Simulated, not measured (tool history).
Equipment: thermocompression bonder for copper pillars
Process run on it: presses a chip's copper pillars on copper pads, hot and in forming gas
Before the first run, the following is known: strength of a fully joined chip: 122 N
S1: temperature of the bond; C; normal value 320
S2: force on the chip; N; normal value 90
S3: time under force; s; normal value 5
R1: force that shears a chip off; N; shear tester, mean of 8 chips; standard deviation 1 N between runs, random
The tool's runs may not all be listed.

run 1 hour=0 | S1=320 S2=90 S3=5 | R1=86.5
run 2 hour=46.5 | S1=320 S2=90 S3=5 | R1=87.1
run 3 hour=95.5 | S1=320 S2=90 S3=5 | R1=87.9
run 4 hour=148.7 | S1=320 S2=90 S3=5 | R1=90.1
run 5 hour=197.1 | S1=320 S2=90 S3=5 | R1=87.1
run 6 hour=236.3 | S1=320 S2=90 S3=5 | R1=86.8
run 7 hour=289.5 | S1=320 S2=90 S3=5 | R1=88.2
run 8 hour=328.8 | S1=320 S2=90 S3=3 | R1=76.5
run 9 hour=370.9 | S1=345 S2=90 S3=3 | R1=92.2
run 10 hour=407.1 | S1=320 S2=90 S3=5 | R1=88.2
run 11 hour=456.2 | S1=320 S2=90 S3=5 | R1=87.9
run 12 hour=500.4 | S1=320 S2=90 S3=5 | R1=88.2
run 13 hour=529.4 | S1=320 S2=90 S3=5 | R1=86.4
run 14 hour=562.6 | S1=320 S2=90 S3=5 | R1=87
run 15 hour=614.4 | S1=320 S2=90 S3=5 | R1=90.5
run 16 hour=664.3 | S1=320 S2=85 S3=5 | R1=83.4
run 17 hour=701.6 | S1=320 S2=85 S3=5 | R1=86.1
run 18 hour=729 | S1=320 S2=85 S3=5 | R1=86.1
run 19 hour=786.1 | S1=320 S2=90 S3=5 | R1=86.5
run 20 hour=816.2 | S1=320 S2=90 S3=5 | R1=87.8
run 21 hour=842 | S1=332 S2=129 S3=4 | R1=104.5
run 22 hour=874.7 | S1=332 S2=129 S3=4 | R1=104.3
run 23 hour=912.1 | S1=343 S2=79 S3=14 | R1=111.3
run 24 hour=935.7 | S1=338 S2=88 S3=14 | R1=112.7
run 25 hour=993.1 | S1=316 S2=55 S3=14 | R1=84.8
run 26 hour=1018.3 | S1=300 S2=110 S3=5 | R1=83.3
run 27 hour=1056.4 | S1=334 S2=110 S3=5 | R1=104.9
run 28 hour=1114.4 | S1=316 S2=124 S3=12 | R1=109.4
run 29 hour=1145.1 | S1=348 S2=103 S3=3 | R1=98.6
run 30 hour=1201.4 | S1=328 S2=107 S3=4 | R1=94
run 31 hour=1246.5 | S1=330 S2=54 S3=4 | R1=65.7
run 32 hour=1284 | S1=330 S2=62 S3=13 | R1=97.2
run 33 hour=1312.5 | S1=305 S2=80 S3=5 | R1=74
run 34 hour=1338.5 | S1=341 S2=90 S3=11 | R1=109.7
run 35 hour=1370 | S1=310 S2=90 S3=5 | R1=82.8
run 36 hour=1414.4 | S1=343 S2=90 S3=12 | R1=113.1
run 37 hour=1449.2 | S1=320 S2=90 S3=4 | R1=82.6
run 38 hour=1489.6 | S1=350 S2=101 S3=10 | R1=113.7
run 39 hour=1523.1 | S1=350 S2=61 S3=6 | R1=92.2

Between the runs listed above, the log contained 3 entries, not reproduced here. Where in the sequence does each belong, and how does what the log doesn't record of the tool's condition differ from the listed run before to the listed run after?
In the gap between runs 3 and 4: forming gas filter changed (hour 136.7)
  oxide that the forming gas leaves, % of the face: 1.2 -> 0.52
In the gap between runs 10 and 11: heater calibrated with a thermocouple chip (hour 423.3)
  true temperature of the bond over the reading, C: 0.5 -> -0.1; oxide that the forming gas leaves, % of the face: 0.7 -> 0.73
In the gap between runs 30 and 31: forming gas filter changed (hour 1220.1)
  true temperature of the bond over the reading, C: 0 -> 0.1; oxide that the forming gas leaves, % of the face: 1.25 -> 0.52

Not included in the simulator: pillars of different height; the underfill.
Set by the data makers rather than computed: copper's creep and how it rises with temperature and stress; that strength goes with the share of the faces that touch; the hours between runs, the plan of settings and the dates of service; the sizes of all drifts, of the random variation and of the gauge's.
